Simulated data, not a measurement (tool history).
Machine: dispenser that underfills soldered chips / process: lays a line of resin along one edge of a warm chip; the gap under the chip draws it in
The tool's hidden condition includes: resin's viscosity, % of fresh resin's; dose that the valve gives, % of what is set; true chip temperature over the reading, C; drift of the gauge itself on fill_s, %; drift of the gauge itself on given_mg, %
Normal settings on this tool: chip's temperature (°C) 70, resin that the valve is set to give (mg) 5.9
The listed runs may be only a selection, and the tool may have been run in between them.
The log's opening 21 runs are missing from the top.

run	hour	chip's temperature (°C)	resin that the valve is set to give (mg)	hours of work since the syringe was changed	hours of work since the valve was cleaned	hours of work since the stage was calibrated	time until the resin shows at the far edge (s)	resin that the valve gave (mg)
# hour 212: new syringe of resin
22	213.3	64	6	1	63	241	127	5.54
# hour 223.4: new syringe of resin
23	224.5	64	7.61	1	70	249	120.7	7.07
# hour 234.5: new syringe of resin
24	236.9	64	7.61	2	78	257	123.7	7.14
# hour 245.3: new syringe of resin
25	246.5	67	6.41	1	85	263	104.3	5.88
# hour 257: new syringe of resin
26	257	73	6.52	0	92	270	74.9	6.05
# hour 267.6: new syringe of resin
27	267.6	73	6.52	0	99	277	73.7	6
28	276.2	73	6.52	6	105	283	91.6	5.82
# hour 278.4: new syringe of resin
29	287.6	59	6.59	6	112	291	197.5	5.92
# hour 289.3: new syringe of resin
30	295.4	72	5.89	4	117	296	93.1	5.3
# hour 299.9: new syringe of resin
# hour 307.8: dispensing valve cleaned and set on the balance
31	307.8	65	5.26	5	0	303	133.9	5.3
# hour 312.5: new syringe of resin
32	316.7	82	5.72	3	6	309	53.7	5.72
# hour 323: new syringe of resin
33	330.3	82	5.72	5	15	318	57.2	5.72
# hour 334.3: new syringe of resin
# hour 336.5: stage's temperature calibrated
# hour 346.4: new syringe of resin
34	346.4	59	5.26	0	25	7	178.5	5.15

Alternative continuations, all from the tool just after run 34; predict every row:
# hour 357: new syringe of resin
A	358.2	56	6.87	1	33	14	?	?
# hour 357: new syringe of resin
B	358.2	61	5.71	1	33	14	?	?
# hour 357: new syringe of resin
C	358.2	59	5.9	1	33	14	?	?
# hour 357: new syringe of resin
D	358.2	73	6.4	1	33	14	?	?

run	time until the resin shows at the far edge (s)	resin that the valve gave (mg)
A	205	6.56
B	160	5.59
C	176	5.73
D	84.6	6.22
What these runs would have given with no unlogged condition in the tool:
run	time until the resin shows at the far edge (s)	resin that the valve gave (mg)
A	198.3	6.76
B	154.2	5.75
C	169.8	5.9
D	81.8	6.4
